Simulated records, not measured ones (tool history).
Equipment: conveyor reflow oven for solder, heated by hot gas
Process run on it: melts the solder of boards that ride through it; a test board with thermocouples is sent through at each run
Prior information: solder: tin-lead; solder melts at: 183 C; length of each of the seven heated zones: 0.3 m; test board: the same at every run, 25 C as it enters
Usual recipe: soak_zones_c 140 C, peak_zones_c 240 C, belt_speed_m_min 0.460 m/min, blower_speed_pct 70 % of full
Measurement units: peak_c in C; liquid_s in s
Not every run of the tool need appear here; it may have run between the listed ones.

run	hour	soak_zones_c	peak_zones_c	belt_speed_m_min	blower_speed_pct	peak_c	liquid_s
1	0.0	140	240	0.460	70	220.78	62.2
2	18.6	140	240	0.460	70	220.74	62.1
3	37.3	140	235	0.460	70	216.50	58.9
# hour 52.3: flux residue cleaned out of gas plates and filters
4	63.0	140	235	0.460	70	218.86	61.3
5	75.0	140	240	0.460	70	223.26	64.2
6	98.1	140	240	0.460	70	223.03	64.2
7	115.9	140	240	0.460	70	223.05	63.9
8	131.9	140	240	0.460	70	222.87	63.8
9	147.5	140	240	0.460	66	221.78	62.8
10	157.1	140	240	0.401	76	228.56	78.2
11	171.0	140	240	0.401	76	228.48	78.0
12	183.9	150	234	0.488	59	214.15	56.7
13	204.5	140	240	0.460	67	221.64	63.0
14	215.6	140	240	0.523	60	214.09	48.9
15	238.9	140	240	0.523	60	213.67	48.9

5 options for the next run, each taken on its own from the tool as it stands now. Forecast them:
A	255.1	128	240	0.523	62	?	?
B	255.1	140	250	0.460	70	?	?
C	255.1	148	241	0.523	60	?	?
D	255.1	133	235	0.460	70	?	?
E	255.1	140	240	0.488	70	?	?

run	peak_c	liquid_s
A	211.63	43.2
B	230.83	69.0
C	216.74	53.9
D	217.03	57.0
E	220.31	58.2
Without the tool's hidden state the same runs would have given:
run	peak_c	liquid_s
A	211.95	42.9
B	231.08	68.1
C	216.92	53.3
D	217.26	56.4
E	220.57	57.6
